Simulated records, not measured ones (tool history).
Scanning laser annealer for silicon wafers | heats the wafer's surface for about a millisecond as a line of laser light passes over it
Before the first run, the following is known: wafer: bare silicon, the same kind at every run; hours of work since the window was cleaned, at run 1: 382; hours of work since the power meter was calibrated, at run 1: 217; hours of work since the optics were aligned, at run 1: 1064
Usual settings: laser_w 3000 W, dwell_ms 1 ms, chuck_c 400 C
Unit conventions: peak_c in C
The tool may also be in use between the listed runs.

run     day  laser_w  dwell_ms  chuck_c  hours of work since the window was cleaned  hours of work since the power meter was calibrated  hours of work since the optics were aligned  peak_c
  1       0     3000         1      400                                         382                                                 217                                         1064    1135
  2    0.45     3000         1      400                                         390                                                 225                                         1073    1137
  3   1.462     3000         1      400                                         408                                                 243                                         1091    1137
  4   2.433     3000         1      407                                         426                                                 260                                         1108    1145
  5   3.312     3000         1      402                                         442                                                 276                                         1124    1132
  6   4.046     3000         1      417                                         455                                                 289                                         1137    1155
  7   4.712     3000         1      417                                         467                                                 301                                         1149    1154
  8   5.612     3206         1      400                                         483                                                 317                                         1165    1188
       5.75  -- window over the wafer cleaned
  9   6.283     3206         1      400                                          10                                                 327                                         1175    1203
 10   6.979     3000         1      400                                          22                                                 340                                         1188    1147
 11   7.983     3000         1      400                                          40                                                 358                                         1206    1147
 12    9.05     3000         1      400                                          59                                                 377                                         1225    1148
 13   9.821     3000         1      400                                          73                                                 391                                         1239    1144
 14  10.554     3000         1      400                                          86                                                 404                                         1252    1145
 15   11.25     3154       0.7      365                                          98                                                 416                                         1264    1021
 16  12.354     2655      1.05      396                                         118                                                 436                                         1284    1061
 17  12.833     2655      1.05      396                                         127                                                 445                                         1293    1059
 18  13.908     2885      0.71      396                                         146                                                 464                                         1312     995
 19  14.512     2591      1.08      410                                         157                                                 475                                         1323    1065
 20  15.367     2591      1.02      381                                         172                                                 490                                         1338    1018
 21  15.862     2743      1.24      398                                         181                                                 499                                         1347    1145
 22  16.396     2743      1.24      413                                         190                                                 508                                         1356    1159
 23  17.312     2743      1.24      413                                         207                                                 525                                         1373    1163
 24  18.325     3020      1.24      369                                         225                                                 543                                         1391    1195
 25  18.842     3066      1.07      402                                         234                                                 552                                         1400    1185
 26  19.833     3045      0.83      374                                         252                                                 570                                         1418    1060
 27  20.442     3045      0.83      374                                         263                                                 581                                         1429    1057
 28  21.033     3045      0.83      374                                         273                                                 591                                         1439    1058

Forecast each of these 4 alternatives for the next run:
  A  21.571     2644       0.9      411                                         283                                                 601                                         1449       ?
  B  21.571     3045       0.7      402                                         283                                                 601                                         1449       ?
  C  21.571     2742      0.92      364                                         283                                                 601                                         1449       ?
  D  21.571     3045      0.83      439                                         283                                                 601                                         1449       ?

run  peak_c
  A    1018
  B    1027
  C    1005
  D    1122
What these runs would have given with no unlogged condition in the tool:
run  peak_c
  A    1039
  B    1050
  C    1028
  D    1146
